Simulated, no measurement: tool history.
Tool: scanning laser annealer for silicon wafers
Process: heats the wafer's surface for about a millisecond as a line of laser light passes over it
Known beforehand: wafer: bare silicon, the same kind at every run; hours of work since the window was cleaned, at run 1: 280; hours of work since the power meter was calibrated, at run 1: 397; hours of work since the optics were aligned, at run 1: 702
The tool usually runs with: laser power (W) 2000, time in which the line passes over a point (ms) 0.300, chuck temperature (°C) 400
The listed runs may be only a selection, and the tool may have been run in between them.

run	hour	laser power (W)	time in which the line passes over a point (ms)	chuck temperature (°C)	hours of work since the window was cleaned	hours of work since the power meter was calibrated	hours of work since the optics were aligned	highest temperature of the surface (°C)
1	0.0	2000	0.300	400	280	397	702	1126
2	27.8	2000	0.300	400	298	415	720	1126
3	56.8	2000	0.300	400	317	433	739	1121
4	91.8	2000	0.300	400	339	456	761	1122
5	110.5	2000	0.300	400	351	468	773	1121
6	128.2	2000	0.300	418	363	479	785	1137
7	158.1	1707	0.300	400	382	498	804	1001
8	186.6	1707	0.300	400	400	517	822	1003
9	225.0	1707	0.300	400	425	541	847	1002
10	266.7	2000	0.300	400	452	568	874	1117
11	297.2	2000	0.300	400	471	588	893	1112
12	320.4	2000	0.300	400	486	603	908	1112
13	340.2	2000	0.300	400	499	615	921	1113
# hour 345.3: laser's power meter calibrated
14	366.7	2000	0.300	400	514	14	936	1113
# hour 375.7: window over the wafer cleaned
15	391.7	2000	0.374	400	10	28	951	1210
16	431.9	2000	0.374	400	36	54	977	1208
# hour 462.8: laser's power meter calibrated, once more
17	470.0	2000	0.374	400	59	5	999	1202
18	494.7	2000	0.300	404	75	21	1015	1132
19	525.6	2000	0.300	404	94	40	1035	1131
20	560.7	2000	0.300	404	117	63	1057	1132
21	599.4	2000	0.300	404	142	88	1082	1131
22	619.6	1931	0.300	420	155	101	1095	1116
23	658.1	2025	0.259	392	179	125	1120	1078
24	691.0	1908	0.300	418	201	147	1141	1106
25	710.2	2133	0.338	424	213	159	1154	1241
26	731.4	2133	0.338	424	227	173	1167	1240
27	751.1	1916	0.238	429	239	185	1180	1047
28	784.2	2000	0.300	372	260	206	1201	1092
29	823.9	2148	0.322	372	286	232	1227	1176
30	841.7	2021	0.229	412	297	243	1238	1054
31	865.2	2081	0.370	407	312	258	1253	1229
32	899.0	2000	0.283	405	334	280	1275	1102
33	932.2	2006	0.211	391	356	302	1296	1004
34	961.4	2006	0.211	391	374	320	1315	1005
35	996.7	1746	0.244	404	397	343	1338	963
36	1030.6	1746	0.244	404	419	365	1359	959
# hour 1047.2: optics aligned, line set to its width
37	1069.1	1746	0.244	404	440	386	14	977
38	1099.2	1950	0.300	382	460	406	33	1089

3 ways to go on from here, each from the tool as it stands after run 38. What would each give?
A	1123.0	1950	0.300	426	475	421	49	?
B	1123.0	2117	0.335	390	475	421	49	?
C	1123.0	2128	0.300	400	475	421	49	?

run	highest temperature of the surface (°C)
A	1132
B	1203
C	1179
Without the tool's unlogged condition, the same runs would have read:
run	highest temperature of the surface (°C)
A	1155
B	1229
C	1203
